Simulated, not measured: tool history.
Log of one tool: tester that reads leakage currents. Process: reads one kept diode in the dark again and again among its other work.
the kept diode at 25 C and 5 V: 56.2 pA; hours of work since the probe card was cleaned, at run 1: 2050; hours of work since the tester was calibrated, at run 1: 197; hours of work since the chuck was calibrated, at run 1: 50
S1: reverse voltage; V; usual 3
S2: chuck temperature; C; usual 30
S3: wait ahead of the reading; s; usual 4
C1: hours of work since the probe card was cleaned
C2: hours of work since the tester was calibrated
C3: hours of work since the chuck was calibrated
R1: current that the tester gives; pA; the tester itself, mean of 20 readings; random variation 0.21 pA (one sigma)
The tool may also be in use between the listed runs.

{"run": 1, "hour": 0.0, "S1": 3, "S2": 30, "S3": 4, "C1": 2050, "C2": 197, "C3": 50, "R1": 69.97}
{"run": 2, "hour": 23.5, "S1": 3, "S2": 30, "S3": 8.14, "C1": 2061, "C2": 208, "C3": 60, "R1": 69.57}
{"run": 3, "hour": 53.3, "S1": 3, "S2": 30, "S3": 0.8, "C1": 2074, "C2": 221, "C3": 73, "R1": 70.71}
{"run": 4, "hour": 91.3, "S1": 3, "S2": 30, "S3": 0.8, "C1": 2091, "C2": 238, "C3": 90, "R1": 70.82}
{"run": 5, "hour": 125.8, "S1": 3, "S2": 30, "S3": 0.8, "C1": 2106, "C2": 253, "C3": 105, "R1": 70.48}
{"run": 6, "hour": 159.3, "S1": 3, "S2": 30, "S3": 0.8, "C1": 2121, "C2": 268, "C3": 120, "R1": 70.84}
{"run": 7, "hour": 199.3, "S1": 3, "S2": 30, "S3": 0.8, "C1": 2139, "C2": 286, "C3": 138, "R1": 71.33}
{"run": 8, "hour": 239.8, "S1": 3, "S2": 30, "S3": 0.61, "C1": 2156, "C2": 303, "C3": 156, "R1": 71.62}
{"run": 9, "hour": 279.1, "S1": 3, "S2": 30, "S3": 0.61, "C1": 2174, "C2": 321, "C3": 173, "R1": 71.26}
{"run": 10, "hour": 303.6, "S1": 3, "S2": 30, "S3": 4, "C1": 2185, "C2": 332, "C3": 184, "R1": 70.91}
{"run": 11, "hour": 331.8, "S1": 3, "S2": 30, "S3": 4, "C1": 2197, "C2": 344, "C3": 197, "R1": 71.33}
{"run": 12, "hour": 369.9, "S1": 3, "S2": 30, "S3": 8.77, "C1": 2214, "C2": 361, "C3": 213, "R1": 71.3}
{"run": 13, "hour": 400.2, "S1": 3, "S2": 34, "S3": 8.77, "C1": 2227, "C2": 375, "C3": 227, "R1": 94.03}
{"hour": 405.2, "done": "chuck's temperature calibrated"}
{"run": 14, "hour": 424.7, "S1": 2.76, "S2": 34, "S3": 8.77, "C1": 2237, "C2": 384, "C3": 9, "R1": 91.74}
{"run": 15, "hour": 452.4, "S1": 2.76, "S2": 21, "S3": 8.77, "C1": 2250, "C2": 397, "C3": 21, "R1": 36.15}
{"run": 16, "hour": 474.3, "S1": 3, "S2": 30, "S3": 4, "C1": 2259, "C2": 406, "C3": 31, "R1": 71.7}
{"hour": 488.4, "done": "chuck's temperature calibrated, once more"}
{"run": 17, "hour": 515.9, "S1": 3, "S2": 30, "S3": 4, "C1": 2277, "C2": 424, "C3": 12, "R1": 68.6}
{"run": 18, "hour": 536.5, "S1": 3, "S2": 30, "S3": 0.8, "C1": 2286, "C2": 433, "C3": 21, "R1": 69.06}
{"run": 19, "hour": 569.1, "S1": 3, "S2": 53, "S3": 0.8, "C1": 2301, "C2": 448, "C3": 36, "R1": 317.72}
{"run": 20, "hour": 599.1, "S1": 3, "S2": 53, "S3": 0.8, "C1": 2314, "C2": 461, "C3": 49, "R1": 319.11}
{"run": 21, "hour": 625.0, "S1": 3, "S2": 30, "S3": 4, "C1": 2325, "C2": 472, "C3": 60, "R1": 68.89}
{"run": 22, "hour": 666.3, "S1": 3, "S2": 35, "S3": 5.55, "C1": 2344, "C2": 491, "C3": 79, "R1": 97.53}
{"run": 23, "hour": 708.6, "S1": 3, "S2": 35, "S3": 5.55, "C1": 2362, "C2": 509, "C3": 97, "R1": 98.34}
{"run": 24, "hour": 727.7, "S1": 3, "S2": 27, "S3": 4, "C1": 2371, "C2": 518, "C3": 106, "R1": 55.68}
{"run": 25, "hour": 768.5, "S1": 3, "S2": 27, "S3": 4, "C1": 2389, "C2": 536, "C3": 124, "R1": 56.14}
{"run": 26, "hour": 808.7, "S1": 3, "S2": 24, "S3": 2.16, "C1": 2407, "C2": 554, "C3": 142, "R1": 45.18}
{"run": 27, "hour": 836.2, "S1": 3, "S2": 27, "S3": 4, "C1": 2419, "C2": 566, "C3": 154, "R1": 55.99}
{"run": 28, "hour": 858.1, "S1": 1.5, "S2": 42, "S3": 1.64, "C1": 2428, "C2": 576, "C3": 164, "R1": 126.82}
{"run": 29, "hour": 892.0, "S1": 3, "S2": 30, "S3": 0.31, "C1": 2443, "C2": 591, "C3": 179, "R1": 70.97}
{"run": 30, "hour": 924.6, "S1": 3, "S2": 42, "S3": 1.35, "C1": 2458, "C2": 605, "C3": 193, "R1": 158.44}
{"run": 31, "hour": 959.3, "S1": 2.71, "S2": 51, "S3": 2.78, "C1": 2473, "C2": 620, "C3": 209, "R1": 275.27}
{"run": 32, "hour": 976.6, "S1": 2.71, "S2": 51, "S3": 2.78, "C1": 2481, "C2": 628, "C3": 216, "R1": 276.9}
{"run": 33, "hour": 1014.3, "S1": 2.71, "S2": 27, "S3": 2.78, "C1": 2498, "C2": 645, "C3": 233, "R1": 54.79}
{"run": 34, "hour": 1054.3, "S1": 1.5, "S2": 27, "S3": 0.8, "C1": 2515, "C2": 662, "C3": 251, "R1": 45.14}
{"run": 35, "hour": 1084.3, "S1": 1.17, "S2": 32, "S3": 1.61, "C1": 2529, "C2": 676, "C3": 264, "R1": 59.65}
{"run": 36, "hour": 1105.8, "S1": 1.17, "S2": 30, "S3": 4, "C1": 2538, "C2": 685, "C3": 273, "R1": 51.55}
{"run": 37, "hour": 1142.5, "S1": 2.02, "S2": 30, "S3": 9.13, "C1": 2554, "C2": 701, "C3": 290, "R1": 61.78}
{"run": 38, "hour": 1176.4, "S1": 2.02, "S2": 30, "S3": 9.13, "C1": 2569, "C2": 716, "C3": 305, "R1": 61.82}
{"run": 39, "hour": 1214.6, "S1": 2.4, "S2": 47, "S3": 4, "C1": 2586, "C2": 733, "C3": 322, "R1": 206.94}
{"run": 40, "hour": 1254.3, "S1": 9.06, "S2": 46, "S3": 4, "C1": 2604, "C2": 751, "C3": 339, "R1": 299.08}
{"run": 41, "hour": 1272.0, "S1": 15.52, "S2": 30, "S3": 2.5, "C1": 2612, "C2": 759, "C3": 347, "R1": 122.6}

Measured less the same run without the tool's hidden state. The same run-to-run variation is in both; the gauge's scatter may not be:
The hidden state here: stray current of the dirty probe card, pA a volt; current scale over the true one, %; true chuck temperature over the reading, C; drift of the gauge itself on leakage_pa, %.
run=1 R1=+0.86
run=2 R1=+0.92
run=3 R1=+1.01
run=4 R1=+1.12
run=5 R1=+1.22
run=6 R1=+1.31
run=7 R1=+1.44
run=8 R1=+1.56
run=9 R1=+1.66
run=10 R1=+1.74
run=11 R1=+1.84
run=12 R1=+1.95
run=13 R1=+2.43
run=14 R1=+2.79
run=15 R1=+1.59
run=16 R1=+2.55
run=17 R1=-0.6
run=18 R1=-0.54
run=19 R1=-3.86
run=20 R1=-3.58
run=21 R1=-0.29
run=22 R1=-0.51
run=23 R1=-0.35
run=24 R1=+0.12
run=25 R1=+0.22
run=26 R1=+0.39
run=27 R1=+0.38
run=28 R1=-0.24
run=29 R1=+0.46
run=30 R1=+0.36
run=31 R1=+0.39
run=32 R1=+0.56
run=33 R1=+0.73
run=34 R1=+0.49
run=35 R1=+0.51
run=36 R1=+0.52
run=37 R1=+0.88
run=38 R1=+0.97
run=39 R1=+2.28
run=40 R1=+5.16
run=41 R1=+5.33
